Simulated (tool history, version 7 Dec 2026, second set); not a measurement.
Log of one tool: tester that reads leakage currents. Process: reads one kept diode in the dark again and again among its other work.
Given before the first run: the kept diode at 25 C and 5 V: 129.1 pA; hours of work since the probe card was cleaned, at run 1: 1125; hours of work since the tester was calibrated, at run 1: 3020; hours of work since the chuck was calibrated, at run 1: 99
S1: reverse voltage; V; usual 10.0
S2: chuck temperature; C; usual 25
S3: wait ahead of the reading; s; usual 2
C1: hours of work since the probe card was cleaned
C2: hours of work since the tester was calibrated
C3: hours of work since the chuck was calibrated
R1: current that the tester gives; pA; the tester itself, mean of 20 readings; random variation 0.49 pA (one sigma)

run 1 hour=0.0 | S1=10.0 S2=25 S3=2 | C1=1125 C2=3020 C3=99 | R1=175.70
run 2 hour=68.2 | S1=10.0 S2=25 S3=2 | C1=1173 C2=3069 C3=147 | R1=178.23
run 3 hour=216.1 | S1=10.0 S2=25 S3=2 | C1=1278 C2=3173 C3=251 | R1=180.29
run 4 hour=332.6 | S1=10.0 S2=25 S3=2 | C1=1360 C2=3255 C3=334 | R1=183.65
run 5 hour=465.0 | S1=10.0 S2=25 S3=2 | C1=1454 C2=3349 C3=427 | R1=187.64
run 6 hour=620.1 | S1=10.0 S2=25 S3=2 | C1=1563 C2=3458 C3=537 | R1=190.79
-- hour=651.1 chuck's temperature calibrated
run 7 hour=689.0 | S1=10.0 S2=25 S3=2 | C1=1610 C2=3506 C3=27 | R1=177.10
run 8 hour=841.2 | S1=10.0 S2=25 S3=2 | C1=1718 C2=3613 C3=134 | R1=179.83
run 9 hour=908.9 | S1=10.0 S2=25 S3=2 | C1=1766 C2=3661 C3=182 | R1=182.41
run 10 hour=1059.0 | S1=10.0 S2=25 S3=2 | C1=1872 C2=3767 C3=288 | R1=186.41
run 11 hour=1211.6 | S1=10.0 S2=25 S3=2 | C1=1979 C2=3875 C3=396 | R1=189.44
run 12 hour=1304.6 | S1=10.0 S2=25 S3=2 | C1=2045 C2=3940 C3=461 | R1=190.86
-- hour=1326.1 probe card cleaned and baked
-- hour=1440.5 chuck's temperature calibrated
run 13 hour=1459.8 | S1=10.0 S2=44 S3=2 | C1=93 C2=4046 C3=14 | R1=682.61
run 14 hour=1618.0 | S1=17.7 S2=44 S3=2 | C1=205 C2=4158 C3=125 | R1=834.75
run 15 hour=1750.6 | S1=17.7 S2=44 S3=2 | C1=298 C2=4252 C3=219 | R1=842.23
run 16 hour=1819.7 | S1=10.0 S2=25 S3=2 | C1=347 C2=4301 C3=268 | R1=169.01

Expected results for the next run?
run 17 hour=1942.7 | S1=10.0 S2=25 S3=2 | C1=434 C2=4387 C3=355 | R1=?

R1: 170.93 pA
Take away the tool's hidden state, keep the run-to-run variation as it was, and the same run would have given R1 162.13 pA.
